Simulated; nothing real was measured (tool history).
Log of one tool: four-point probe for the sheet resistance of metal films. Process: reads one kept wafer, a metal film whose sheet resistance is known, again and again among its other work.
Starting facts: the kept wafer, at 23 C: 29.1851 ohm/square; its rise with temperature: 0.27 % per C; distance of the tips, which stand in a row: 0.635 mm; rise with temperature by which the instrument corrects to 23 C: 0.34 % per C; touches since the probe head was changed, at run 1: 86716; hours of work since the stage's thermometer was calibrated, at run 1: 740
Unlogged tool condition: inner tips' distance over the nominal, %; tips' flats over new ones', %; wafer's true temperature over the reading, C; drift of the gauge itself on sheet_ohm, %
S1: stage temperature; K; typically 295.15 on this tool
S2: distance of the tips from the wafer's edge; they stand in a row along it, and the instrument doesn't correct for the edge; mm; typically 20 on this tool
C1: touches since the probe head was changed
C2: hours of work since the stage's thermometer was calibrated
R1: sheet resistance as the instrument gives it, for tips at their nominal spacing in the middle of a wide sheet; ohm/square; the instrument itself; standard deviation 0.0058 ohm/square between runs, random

run	hour	S1	S2	C1	C2	R1
1	0	295.15	20	86716	740	28.906648
2	31.7	295.15	20	88298	758	28.906865
3	61	295.15	20	89757	775	28.90332
4	84.7	295.15	20	90943	788	28.89889
5	112.7	295.15	20	92341	804	28.889258
6	150.6	295.15	25	94228	825	28.873242
7	175	295.15	25	95447	839	28.872196
8	196.7	295.15	25	96529	852	28.874199
9	215.1	293.15	20	97448	862	28.899456
10	250.9	298.15	20	99235	882	28.804318
11	272.3	298.15	20	100300	894	28.801867
# hour 275.4: stage's thermometer calibrated
12	312.8	298.15	20	102296	21	28.79033
13	331.3	295.15	20	103220	32	28.849967
14	364.3	295.15	20	104866	50	28.84933
15	400	295.15	20	106647	71	28.845324
16	426	295.15	20	107943	85	28.840002
17	445.1	295.15	20	108900	96	28.826271
18	478.8	295.15	20	110581	115	28.824053
# hour 492.1: stage's thermometer calibrated, once more
19	508.1	308.15	20	112015	9	28.543034
20	526.9	308.15	20	112953	20	28.538413
# hour 540.1: new probe head fitted
21	554.6	308.15	9	726	35	29.029966
22	594.4	299.15	18	2708	57	29.167191
23	618	295.15	11	3887	71	29.266899

Forecast run 24:
24	645.9	295.15	11	5280	87	?

R1: 29.259605 ohm/square
If the tool had no hidden condition, the same run with the same run-to-run variation would have returned R1 29.260228 ohm/square.
